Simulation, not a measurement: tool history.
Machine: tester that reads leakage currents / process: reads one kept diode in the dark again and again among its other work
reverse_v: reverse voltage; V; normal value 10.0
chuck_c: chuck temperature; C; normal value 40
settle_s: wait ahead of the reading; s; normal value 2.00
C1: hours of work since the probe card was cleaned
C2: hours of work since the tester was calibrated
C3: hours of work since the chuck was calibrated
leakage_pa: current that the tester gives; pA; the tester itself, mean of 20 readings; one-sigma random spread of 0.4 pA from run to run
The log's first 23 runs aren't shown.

{"run": 24, "hour": 959.8, "reverse_v": 10.0, "chuck_c": 40, "settle_s": 1.07, "C1": 62, "C2": 1892, "C3": 494, "leakage_pa": 152.65}
{"run": 25, "hour": 1011.3, "reverse_v": 10.0, "chuck_c": 40, "settle_s": 1.07, "C1": 99, "C2": 1929, "C3": 531, "leakage_pa": 152.71}
{"run": 26, "hour": 1040.7, "reverse_v": 1.6, "chuck_c": 50, "settle_s": 1.11, "C1": 121, "C2": 1951, "C3": 553, "leakage_pa": 131.16}
{"run": 27, "hour": 1069.6, "reverse_v": 3.3, "chuck_c": 23, "settle_s": 5.34, "C1": 141, "C2": 1971, "C3": 574, "leakage_pa": 23.47}
{"run": 28, "hour": 1119.9, "reverse_v": 3.3, "chuck_c": 23, "settle_s": 5.34, "C1": 178, "C2": 2008, "C3": 610, "leakage_pa": 23.51}
{"run": 29, "hour": 1148.7, "reverse_v": 7.0, "chuck_c": 41, "settle_s": 0.52, "C1": 199, "C2": 2029, "C3": 631, "leakage_pa": 137.0}
{"hour": 1154.5, "done": "probe card cleaned and baked, once more"}
{"run": 30, "hour": 1182.9, "reverse_v": 4.4, "chuck_c": 23, "settle_s": 0.52, "C1": 20, "C2": 2051, "C3": 653, "leakage_pa": 20.42}
{"run": 31, "hour": 1223.8, "reverse_v": 8.7, "chuck_c": 26, "settle_s": 4.24, "C1": 50, "C2": 2081, "C3": 683, "leakage_pa": 34.48}
{"run": 32, "hour": 1270.1, "reverse_v": 8.7, "chuck_c": 26, "settle_s": 4.24, "C1": 84, "C2": 2114, "C3": 716, "leakage_pa": 34.69}
{"run": 33, "hour": 1294.7, "reverse_v": 14.6, "chuck_c": 24, "settle_s": 2.79, "C1": 101, "C2": 2132, "C3": 734, "leakage_pa": 38.02}
{"run": 34, "hour": 1318.2, "reverse_v": 8.6, "chuck_c": 40, "settle_s": 2.0, "C1": 118, "C2": 2149, "C3": 751, "leakage_pa": 120.27}
{"run": 35, "hour": 1369.2, "reverse_v": 13.7, "chuck_c": 38, "settle_s": 2.96, "C1": 155, "C2": 2186, "C3": 788, "leakage_pa": 126.94}
{"run": 36, "hour": 1411.3, "reverse_v": 13.7, "chuck_c": 38, "settle_s": 2.96, "C1": 186, "C2": 2216, "C3": 818, "leakage_pa": 127.02}
{"run": 37, "hour": 1460.4, "reverse_v": 13.7, "chuck_c": 38, "settle_s": 2.96, "C1": 221, "C2": 2252, "C3": 854, "leakage_pa": 127.09}
{"run": 38, "hour": 1485.5, "reverse_v": 2.9, "chuck_c": 26, "settle_s": 0.79, "C1": 239, "C2": 2270, "C3": 872, "leakage_pa": 21.43}
{"run": 39, "hour": 1513.9, "reverse_v": 1.2, "chuck_c": 36, "settle_s": 1.91, "C1": 260, "C2": 2291, "C3": 893, "leakage_pa": 33.28}

Here are 4 independent what-if runs from the current tool condition. What would each one return?
{"run": "A", "hour": 1541.2, "reverse_v": 15.8, "chuck_c": 37, "settle_s": 0.58, "C1": 280, "C2": 2310, "C3": 912, "leakage_pa": "?"}
{"run": "B", "hour": 1541.2, "reverse_v": 1.9, "chuck_c": 36, "settle_s": 0.35, "C1": 280, "C2": 2310, "C3": 912, "leakage_pa": "?"}
{"run": "C", "hour": 1541.2, "reverse_v": 17.8, "chuck_c": 48, "settle_s": 2.0, "C1": 280, "C2": 2310, "C3": 912, "leakage_pa": "?"}
{"run": "D", "hour": 1541.2, "reverse_v": 1.2, "chuck_c": 27, "settle_s": 2.52, "C1": 280, "C2": 2310, "C3": 912, "leakage_pa": "?"}

run=A leakage_pa=132.30
run=B leakage_pa=42.60
run=C leakage_pa=335.53
run=D leakage_pa=14.77
With no hidden state in the tool, these same runs would have given:
run=A leakage_pa=133.46
run=B leakage_pa=44.08
run=C leakage_pa=345.60
run=D leakage_pa=15.16

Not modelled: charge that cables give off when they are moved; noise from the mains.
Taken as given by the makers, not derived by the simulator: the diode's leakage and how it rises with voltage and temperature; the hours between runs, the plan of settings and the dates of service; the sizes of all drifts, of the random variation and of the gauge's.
